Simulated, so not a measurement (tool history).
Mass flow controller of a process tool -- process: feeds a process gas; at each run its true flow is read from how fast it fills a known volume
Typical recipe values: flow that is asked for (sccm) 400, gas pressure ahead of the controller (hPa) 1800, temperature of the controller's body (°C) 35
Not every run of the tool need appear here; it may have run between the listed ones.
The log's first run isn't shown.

run,day,flow that is asked for (sccm),gas pressure ahead of the controller (hPa),temperature of the controller's body (°C),hours of work since the controller was set to zero,hours of work since the controller was changed,true flow (%)
2,6.8,400,2290,35,2160,2160,98.3
3,19.767,400,2290,35,2283,2283,98.4
4,34.471,400,2290,35,2422,2422,98.36
5,48.738,400,2290,35,2557,2557,98.36
6,64.925,387,1800,35,2710,2710,98.63
7,75.108,400,1800,35,2806,2806,98.68
8,87.738,400,1800,35,2926,2926,98.61
9,97.696,400,1800,35,3020,3020,98.55
10,104.779,400,1800,35,3087,3087,98.65
11,115.996,400,1800,35,3193,3193,98.65
12,126.988,400,1800,35,3297,3297,98.47
13,140.321,400,1800,35,3423,3423,98.52
14,152.367,400,1800,35,3537,3537,98.51
15,162.821,400,1800,35,3635,3635,98.54
16,177.308,400,1800,35,3772,3772,98.56
17,193.875,400,1800,35,3929,3929,98.65
18,205.862,216,1800,35,4042,4042,98.46
19,217.725,272,1800,35,4154,4154,98.41
20,228.671,400,2290,35,4258,4258,98.49
21,236.083,204,1700,36,4328,4328,98.3
22,245.617,504,1800,34,4418,4418,98.83
23,255.962,504,1800,34,4516,4516,98.85

Run 24 is up next; what results do you expect?
24,270.308,504,1800,34,4652,4652,?

For run 24 the tool returned true flow (%) 98.91.
With the hidden condition absent and the run-to-run variation left alone, this run would have shown true flow (%) 98.91.
